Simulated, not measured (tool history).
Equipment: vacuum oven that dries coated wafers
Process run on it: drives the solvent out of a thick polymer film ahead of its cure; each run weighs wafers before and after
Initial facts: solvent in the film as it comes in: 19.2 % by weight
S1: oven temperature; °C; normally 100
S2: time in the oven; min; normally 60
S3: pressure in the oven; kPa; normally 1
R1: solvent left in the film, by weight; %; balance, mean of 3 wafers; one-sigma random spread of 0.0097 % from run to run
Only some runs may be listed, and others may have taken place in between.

run,hour,S1,S2,S3,R1
1,0,100,60,1,2.668
2,12.5,100,60,1,2.662
3,18.6,100,60,1,2.658
4,24.4,100,60,1,2.669
5,37.3,111,60,1,1.07
6,47.6,106,60,1,1.539
7,54.7,106,93,1,1.217
8,61.9,106,93,1,1.204
9,71.3,106,93,1,1.215
10,80.6,92,60,1,5.274
11,93.6,100,60,1.82,3.701
12,105,100,60,1.82,3.694
13,113.2,100,60,1.82,3.718
14,121.4,100,60,1.82,3.699
15,127,100,60,1.82,3.675
16,134.5,100,60,1.82,3.683
17,145.6,100,60,1,2.663
18,156.9,100,60,1,2.654
19,163.5,97,60,0.9,3.345
20,177.1,97,60,0.9,3.359
21,186.2,112,68,0.9,0.896
22,199.5,86,60,0.86,7.493

What will run 23 give?
23,208.6,114,101,2.49,?

R1: 2.141 %
Had the tool carried no hidden state, the very same run would have given R1 2.211 %.
